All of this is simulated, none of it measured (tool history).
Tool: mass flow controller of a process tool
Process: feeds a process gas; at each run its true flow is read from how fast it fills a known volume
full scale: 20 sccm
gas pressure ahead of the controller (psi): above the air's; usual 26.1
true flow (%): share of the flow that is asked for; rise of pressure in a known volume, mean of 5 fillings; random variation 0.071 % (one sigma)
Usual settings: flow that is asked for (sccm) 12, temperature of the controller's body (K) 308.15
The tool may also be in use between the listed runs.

| run | hour | flow that is asked for (sccm) | gas pressure ahead of the controller (psi) | temperature of the controller's body (K) | true flow (%) |
|---|---|---|---|---|---|
| 1 | 0 | 12 | 26.1 | 308.15 | 100.13 |
| 2 | 87.5 | 12 | 26.1 | 298.15 | 99.49 |
| 3 | 202.8 | 12 | 26.1 | 298.15 | 99.39 |
| 4 | 299.3 | 12 | 26.1 | 298.15 | 99.31 |
| 5 | 401.9 | 12 | 26.1 | 298.15 | 99.2 |
| 6 | 523.3 | 12 | 26.1 | 310.15 | 99.68 |
| 7 | 636.2 | 12 | 26.1 | 308.15 | 99.46 |
| 8 | 740.5 | 12 | 26.1 | 308.15 | 99.3 |
| 9 | 834.7 | 12 | 26.1 | 308.15 | 99.27 |
| 10 | 956.9 | 12 | 22.3 | 308.15 | 99.04 |
| 11 | 1028.3 | 2 | 26.8 | 303.15 | 98.34 |
| 12 | 1081.3 | 3 | 23.2 | 303.15 | 98.29 |
| 13 | 1164.4 | 12 | 21.5 | 302.15 | 98.61 |
| 14 | 1284.5 | 15 | 27.3 | 296.15 | 98.33 |
| 15 | 1360.8 | 15 | 31.5 | 296.15 | 98.24 |
| 16 | 1457 | 5 | 31.5 | 297.15 | 97.63 |
| 17 | 1529.8 | 12 | 34.4 | 308.15 | 98.41 |
| 18 | 1647.2 | 4 | 26.1 | 309.15 | 98.01 |
| 19 | 1712.5 | 12 | 26.1 | 298.15 | 97.63 |
| 20 | 1783.5 | 3 | 22.2 | 298.15 | 97.22 |

Hidden state or all else? Some run-to-run changes of true flow (%), split into what the settings, what came in and random variation would give without the hidden state, and what is left for the hidden state (with any gauge scatter that isn't in both results):
The hidden state here: flow at rest that the sensor doesn't see, % of full scale; true flow over the shown one, %; drift of the gauge itself on true_pct, %.
Run 5 -> 6: temperature of the controller's body (K) 298.15 -> 310.15. true flow (%) +0.48: hidden state -0.14, all else +0.62.
Run 6 -> 7: temperature of the controller's body (K) 310.15 -> 308.15. true flow (%) -0.22: hidden state -0.14, all else -0.08.
Run 10 -> 11: flow that is asked for (sccm) 12 -> 2, gas pressure ahead of the controller (psi) 22.3 -> 26.8, temperature of the controller's body (K) 308.15 -> 303.15. true flow (%) -0.7: hidden state -0.07, all else -0.63.
Run 16 -> 17: flow that is asked for (sccm) 5 -> 12, gas pressure ahead of the controller (psi) 31.5 -> 34.4, temperature of the controller's body (K) 297.15 -> 308.15. true flow (%) +0.78: hidden state -0.1, all else +0.88.
